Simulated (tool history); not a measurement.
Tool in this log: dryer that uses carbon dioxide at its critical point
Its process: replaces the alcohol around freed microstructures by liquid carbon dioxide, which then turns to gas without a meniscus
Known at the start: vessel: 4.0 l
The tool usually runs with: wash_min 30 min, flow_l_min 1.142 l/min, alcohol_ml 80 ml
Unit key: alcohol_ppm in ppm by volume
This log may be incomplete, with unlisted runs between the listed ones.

| run | hour | wash_min | flow_l_min | alcohol_ml | alcohol_ppm |
|---|---|---|---|---|---|
| 1 | 0 | 30 | 1.142 | 80 | 89 |
| 2 | 58.9 | 30 | 1.142 | 80 | 95 |
| 3 | 128.7 | 30 | 1.142 | 80 | 107 |
| 4 | 168.8 | 30 | 1.72 | 80 | 67 |
| 5 | 229.5 | 30 | 1.142 | 80 | 123 |
| 6 | 277 | 30 | 1.142 | 89 | 128 |
| 7 | 325.4 | 30 | 1.142 | 80 | 133 |
| 8 | 383.4 | 19 | 1.142 | 80 | 569 |
|  | 391.3 | inlet filter changed |
| 9 | 446 | 23 | 1.142 | 80 | 199 |
| 10 | 504.7 | 23 | 1.142 | 80 | 204 |
| 11 | 567 | 23 | 1.142 | 80 | 222 |
| 12 | 619.2 | 36 | 1.142 | 80 | 115 |
| 13 | 691.9 | 22 | 1.142 | 80 | 283 |
| 14 | 730.4 | 22 | 1.142 | 80 | 305 |
| 15 | 777.3 | 22 | 1.142 | 80 | 299 |
| 16 | 841.3 | 22 | 1.142 | 80 | 330 |
| 17 | 871.3 | 30 | 1.142 | 75 | 174 |
| 18 | 926.2 | 30 | 1.142 | 75 | 186 |
| 19 | 966.1 | 30 | 1.142 | 75 | 184 |
| 20 | 1002.8 | 28 | 1.142 | 75 | 208 |
| 21 | 1039.1 | 28 | 0.7 | 75 | 769 |
| 22 | 1071.1 | 45 | 1.142 | 25 | 154 |
| 23 | 1132.9 | 45 | 1.142 | 25 | 162 |
| 24 | 1180.3 | 45 | 1.142 | 25 | 164 |
| 25 | 1224.8 | 45 | 1.142 | 25 | 167 |
| 26 | 1276 | 39 | 1.142 | 57 | 174 |
|  | 1302.8 | inlet filter changed |
| 27 | 1341.8 | 39 | 1.36 | 33 | 184 |
| 28 | 1403.3 | 30 | 0.85 | 81 | 342 |
| 29 | 1448.2 | 30 | 0.85 | 81 | 330 |
|  | 1493.9 | purifier's bed changed |
| 30 | 1503.6 | 47 | 0.85 | 60 | 13 |
| 31 | 1561.3 | 45 | 1.142 | 79 | 17 |
| 32 | 1623.9 | 30 | 1.142 | 44 | 43 |
| 33 | 1665.2 | 32 | 1.142 | 44 | 36 |
| 34 | 1701.5 | 29 | 0.72 | 100 | 573 |
| 35 | 1775.5 | 27 | 1.16 | 87 | 103 |
| 36 | 1831.9 | 23 | 1.74 | 35 | 45 |
| 37 | 1886.9 | 30 | 1.53 | 35 | 42 |
| 38 | 1938.7 | 40 | 1.53 | 35 | 53 |
| 39 | 1991.2 | 40 | 0.87 | 22 | 68 |
| 40 | 2026.3 | 40 | 0.87 | 22 | 70 |
| 41 | 2080.5 | 23 | 0.74 | 55 | 841 |
| 42 | 2154 | 30 | 0.74 | 95 | 625 |

Had the tool no unlogged condition, and each run kept its random variation, what would the results have been?
What the log doesn't record here: flow that reaches the vessel past the clogged filter, %; alcohol in the recycled carbon dioxide, ppm; drift of the gauge itself on alcohol_ppm, %.
| run | alcohol_ppm |
|---|---|
| 1 | 31 |
| 2 | 29 |
| 3 | 31 |
| 4 | 5 |
| 5 | 29 |
| 6 | 25 |
| 7 | 25 |
| 8 | 251 |
| 9 | 106 |
| 10 | 98 |
| 11 | 105 |
| 12 | 6 |
| 13 | 130 |
| 14 | 144 |
| 15 | 129 |
| 16 | 137 |
| 17 | 27 |
| 18 | 31 |
| 19 | 27 |
| 20 | 36 |
| 21 | 401 |
| 22 | 1 |
| 23 | 1 |
| 24 | 1 |
| 25 | 0 |
| 26 | 0 |
| 27 | 3 |
| 28 | 140 |
| 29 | 122 |
| 30 | 10 |
| 31 | 9 |
| 32 | 23 |
| 33 | 14 |
| 34 | 411 |
| 35 | 45 |
| 36 | 5 |
| 37 | 0 |
| 38 | 5 |
| 39 | 7 |
| 40 | 8 |
| 41 | 493 |
| 42 | 283 |
